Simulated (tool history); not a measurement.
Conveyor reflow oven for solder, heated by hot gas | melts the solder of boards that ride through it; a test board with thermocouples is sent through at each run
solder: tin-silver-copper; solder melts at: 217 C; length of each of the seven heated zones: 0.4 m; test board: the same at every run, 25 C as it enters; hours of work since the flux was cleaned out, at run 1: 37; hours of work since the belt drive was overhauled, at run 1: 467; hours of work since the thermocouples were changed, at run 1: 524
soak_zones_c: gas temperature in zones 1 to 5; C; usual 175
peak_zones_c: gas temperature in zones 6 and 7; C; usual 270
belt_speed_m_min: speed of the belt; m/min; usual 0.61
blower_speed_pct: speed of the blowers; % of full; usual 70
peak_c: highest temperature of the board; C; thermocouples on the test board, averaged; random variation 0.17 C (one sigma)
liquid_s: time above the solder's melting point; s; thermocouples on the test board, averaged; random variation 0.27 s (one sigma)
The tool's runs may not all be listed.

| run | day | soak_zones_c | peak_zones_c | belt_speed_m_min | blower_speed_pct | hours of work since the flux was cleaned out | hours of work since the belt drive was overhauled | hours of work since the thermocouples were changed | peak_c | liquid_s |
|---|---|---|---|---|---|---|---|---|---|---|
| 1 | 0 | 175 | 270 | 0.61 | 70 | 37 | 467 | 524 | 255.5 | 63.2 |
| 2 | 0.996 | 175 | 270 | 0.61 | 70 | 53 | 482 | 540 | 255.6 | 63.3 |
| 3 | 1.942 | 172 | 270 | 0.61 | 70 | 67 | 497 | 554 | 255.1 | 61.7 |
| 4 | 2.446 | 175 | 270 | 0.61 | 70 | 75 | 504 | 562 | 255.1 | 62.8 |
| 5 | 3.458 | 175 | 281 | 0.61 | 70 | 91 | 520 | 578 | 265.2 | 68.5 |
| 6 | 4.262 | 175 | 270 | 0.61 | 70 | 103 | 533 | 590 | 255 | 63.3 |
| 7 | 4.983 | 175 | 270 | 0.61 | 70 | 114 | 544 | 601 | 255.3 | 62.8 |
| 8 | 5.883 | 175 | 270 | 0.61 | 70 | 128 | 558 | 615 | 255.2 | 62.9 |
| 9 | 6.883 | 175 | 270 | 0.61 | 70 | 144 | 573 | 631 | 255 | 62.9 |
| 10 | 7.5 | 175 | 270 | 0.61 | 70 | 153 | 583 | 640 | 255 | 63.1 |
| 11 | 8.375 | 175 | 270 | 0.61 | 70 | 167 | 596 | 654 | 254.8 | 62.7 |
| 12 | 9.429 | 175 | 270 | 0.61 | 70 | 183 | 613 | 670 | 254.6 | 62.5 |
|  | 10.475 | flux residue cleaned out of gas plates and filters |
| 13 | 10.662 | 175 | 270 | 0.61 | 70 | 3 | 628 | 686 | 255.5 | 63.4 |
| 14 | 11.258 | 172 | 270 | 0.61 | 70 | 12 | 638 | 695 | 255.4 | 62.2 |
| 15 | 12.071 | 172 | 270 | 0.61 | 70 | 25 | 650 | 708 | 254.8 | 62 |
| 16 | 12.662 | 173 | 270 | 0.702 | 70 | 34 | 659 | 717 | 250.7 | 50.4 |
| 17 | 13.129 | 161 | 277 | 0.61 | 70 | 41 | 667 | 724 | 259.4 | 61.4 |
| 18 | 13.879 | 161 | 277 | 0.61 | 70 | 53 | 678 | 736 | 259.6 | 61.2 |
| 19 | 14.75 | 161 | 277 | 0.557 | 70 | 66 | 692 | 749 | 262.2 | 69.4 |
| 20 | 15.788 | 161 | 277 | 0.567 | 70 | 82 | 708 | 766 | 261.6 | 67.7 |
| 21 | 16.75 | 177 | 274 | 0.619 | 54 | 97 | 723 | 781 | 254 | 61 |
| 22 | 17.275 | 177 | 274 | 0.622 | 72 | 105 | 731 | 789 | 258.8 | 65.1 |
| 23 | 17.754 | 175 | 270 | 0.61 | 57 | 113 | 738 | 796 | 251.3 | 59.3 |
| 24 | 18.7 | 175 | 270 | 0.61 | 57 | 127 | 753 | 811 | 251.3 | 60.1 |
| 25 | 19.675 | 175 | 270 | 0.61 | 57 | 143 | 768 | 826 | 251.3 | 59.5 |
| 26 | 20.279 | 175 | 273 | 0.718 | 57 | 152 | 778 | 835 | 247.6 | 46.8 |
|  | 20.658 | thermocouples of zones 6 and 7 changed |
| 27 | 21.208 | 175 | 273 | 0.63 | 70 | 165 | 791 | 9 | 258.7 | 63.3 |
| 28 | 22.133 | 175 | 273 | 0.63 | 89 | 179 | 805 | 23 | 262.8 | 66.7 |
| 29 | 22.917 | 175 | 273 | 0.63 | 89 | 191 | 817 | 35 | 262.5 | 66.3 |
|  | 23.408 | flux residue cleaned out of gas plates and filters |
| 30 | 23.658 | 168 | 270 | 0.59 | 70 | 4 | 825 | 43 | 257.8 | 65 |

Forecast each of these 3 alternatives for the next run:
| A | 24.667 | 175 | 270 | 0.61 | 58 | 19 | 841 | 59 | ? | ? |
| B | 24.667 | 168 | 270 | 0.525 | 70 | 19 | 841 | 59 | ? | ? |
| C | 24.667 | 171 | 270 | 0.59 | 66 | 19 | 841 | 59 | ? | ? |

| run | peak_c | liquid_s |
|---|---|---|
| A | 254.6 | 62.3 |
| B | 260.2 | 76.2 |
| C | 256.9 | 65.5 |
Without the tool's hidden state the same runs would have given:
| run | peak_c | liquid_s |
|---|---|---|
| A | 254 | 60.3 |
| B | 259.8 | 74 |
| C | 256.4 | 63.5 |
